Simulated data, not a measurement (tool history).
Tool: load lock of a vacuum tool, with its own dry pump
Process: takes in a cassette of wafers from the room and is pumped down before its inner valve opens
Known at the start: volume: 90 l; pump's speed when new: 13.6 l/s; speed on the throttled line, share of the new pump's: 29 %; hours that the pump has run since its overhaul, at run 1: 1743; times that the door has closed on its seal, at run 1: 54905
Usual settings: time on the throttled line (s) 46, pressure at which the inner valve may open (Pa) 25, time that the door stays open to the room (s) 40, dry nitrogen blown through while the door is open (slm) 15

run     hour  time on the throttled line (s)  pressure at which the inner valve may open (Pa)  time that the door stays open to the room (s)  dry nitrogen blown through while the door is open (slm)  hours that the pump has run since its overhaul  times that the door has closed on its seal  incoming humidity of the room's air, %  time from the closed door until the inner valve may open (s)  rise of the pressure with all valves shut (Pa/min)
  1      0.0                              46                                               25                                             40                                                       15                                            1743                                       54905                                    43.9                                                          89.3                                               0.173
  2    193.7                              46                                               25                                             40                                                       15                                            1936                                       55614                                    47.1                                                          89.8                                               0.178
  3    392.9                              46                                               25                                             40                                                       15                                            2136                                       56344                                    44.4                                                          90.1                                               0.171
  4    650.1                              46                                               25                                             40                                                       15                                            2393                                       57285                                    44.8                                                          89.1                                               0.186
  5    901.7                              46                                               25                                             40                                                       15                                            2644                                       58207                                    43.1                                                          90.3                                               0.178
  6   1331.0                              46                                               25                                             40                                                       15                                            3074                                       59779                                    44.2                                                          90.2                                               0.199
  7   1792.8                              46                                               25                                             40                                                       15                                            3535                                       61470                                    44.4                                                          90.3                                               0.201
  8   2098.5                              46                                               25                                             40                                                       15                                            3841                                       62590                                    42.0                                                          90.6                                               0.206
  9   2367.4                              46                                               25                                             40                                                       15                                            4110                                       63575                                    45.1                                                          90.8                                               0.210
 10   2775.0                              46                                               25                                             40                                                       15                                            4518                                       65067                                    42.3                                                          91.4                                               0.220
 11   2984.2                              46                                               25                                             40                                                       15                                            4727                                       65833                                    43.6                                                          91.5                                               0.214
 12   3404.1                              46                                               25                                             40                                                       15                                            5147                                       67371                                    45.2                                                          91.9                                               0.221
 13   3607.2                              46                                               25                                             40                                                       15                                            5350                                       68115                                    46.1                                                          92.5                                               0.235
 14   3963.2                              46                                               36                                             40                                                       15                                            5706                                       69419                                    42.5                                                          90.4                                               0.230
 15   4284.3                              46                                               22                                             40                                                       15                                            6027                                       70595                                    45.5                                                          94.2                                               0.247
 16   4730.4                              46                                               22                                             40                                                       15                                            6473                                       72228                                    43.4                                                          94.9                                               0.254
 17   4980.4                              46                                               25                                             40                                                       10                                            6723                                       73144                                    43.7                                                          93.2                                               0.260
 18   5189.5                              46                                               25                                             40                                                       10                                            6932                                       73910                                    46.4                                                          93.5                                               0.263
      5495.9  -- door's seal changed, seat wiped
 19   5620.4                              50                                               25                                             40                                                       15                                            7362                                         456                                    42.4                                                          96.7                                               0.033
 20   6004.0                              50                                               25                                             40                                                       15                                            7745                                        1861                                    45.6                                                          97.9                                               0.041
 21   6393.1                              80                                               25                                             44                                                       15                                            8134                                        3286                                    44.4                                                         116.1                                               0.034
 22   6590.0                              26                                               35                                            127                                                       11                                            8331                                        4007                                    43.1                                                          79.9                                               0.060
 23   6917.7                              38                                               30                                            127                                                       11                                            8659                                        5207                                    45.1                                                          88.6                                               0.060
 24   7215.8                              38                                               30                                            127                                                       11                                            8957                                        6299                                    42.5                                                          89.1                                               0.056
 25   7631.9                              26                                               25                                             40                                                       15                                            9373                                        7823                                    46.1                                                          82.9                                               0.047
 26   8029.8                              46                                               25                                            152                                                       15                                            9771                                        9280                                    45.9                                                          95.8                                               0.065
 27   8318.3                              46                                               25                                            152                                                       15                                           10059                                       10336                                    44.9                                                          97.2                                               0.068
 28   8580.0                              61                                               25                                             45                                                        4                                           10321                                       11295                                    41.0                                                         108.4                                               0.055
 29   8910.5                              46                                               43                                             29                                                       15                                           10652                                       12505                                    42.4                                                          92.2                                               0.048
 30   9123.2                              23                                               38                                             40                                                       15                                           10864                                       13284                                    43.5                                                          80.1                                               0.051
 31   9484.6                              49                                               21                                             40                                                       15                                           11226                                       14608                                    46.5                                                         101.6                                               0.056
 32   9928.9                              49                                               21                                             40                                                       15                                           11670                                       16235                                    46.6                                                         102.3                                               0.054
 33  10397.0                              74                                               27                                            143                                                       18                                           12138                                       17949                                    45.4                                                         117.1                                               0.072
     10479.3  -- dry pump taken out, an overhauled one fitted
 34  10648.6                              74                                               27                                            143                                                       18                                             169                                       18848                                    48.1                                                         107.1                                               0.082
 35  11101.3                              39                                               27                                            143                                                       14                                             622                                       20506                                    43.5                                                          83.0                                               0.090
 36  11310.1                              75                                               25                                             40                                                        5                                             831                                       21271                                    45.5                                                         109.7                                               0.079
 37  11683.0                              46                                               34                                             38                                                       11                                            1204                                       22637                                    38.9                                                          87.1                                               0.071

Hidden state or all else? Some run-to-run changes of time from the closed door until the inner valve may open (s), split into what the settings, what came in and random variation would give without the hidden state, and what is left for the hidden state (with any gauge scatter that isn't in both results):
The hidden state here: pump's speed, % of a new pump's; leak at the door's seal, Pa l/s; drift of the gauge itself on ready_s, %; drift of the gauge itself on rise_pa_min, %.
Run 21 -> 22: time on the throttled line (s) 80 -> 26, pressure at which the inner valve may open (Pa) 25 -> 35, time that the door stays open to the room (s) 44 -> 127, dry nitrogen blown through while the door is open (slm) 15 -> 11. time from the closed door until the inner valve may open (s) -36.2: hidden state +2.7, all else -38.9.
Run 29 -> 30: time on the throttled line (s) 46 -> 23, pressure at which the inner valve may open (Pa) 43 -> 38, time that the door stays open to the room (s) 29 -> 40. time from the closed door until the inner valve may open (s) -12.1: hidden state +2.1, all else -14.2.
Run 33 -> 34: dry pump taken out, an overhauled one fitted. time from the closed door until the inner valve may open (s) -10.0: hidden state -8.9, all else -1.1.
Run 34 -> 35: time on the throttled line (s) 74 -> 39, dry nitrogen blown through while the door is open (slm) 18 -> 14. time from the closed door until the inner valve may open (s) -24.1: hidden state +0.5, all else -24.6.
Run 35 -> 36: time on the throttled line (s) 39 -> 75, pressure at which the inner valve may open (Pa) 27 -> 25, time that the door stays open to the room (s) 143 -> 40, dry nitrogen blown through while the door is open (slm) 14 -> 5. time from the closed door until the inner valve may open (s) +26.7: hidden state +0.1, all else +26.6.
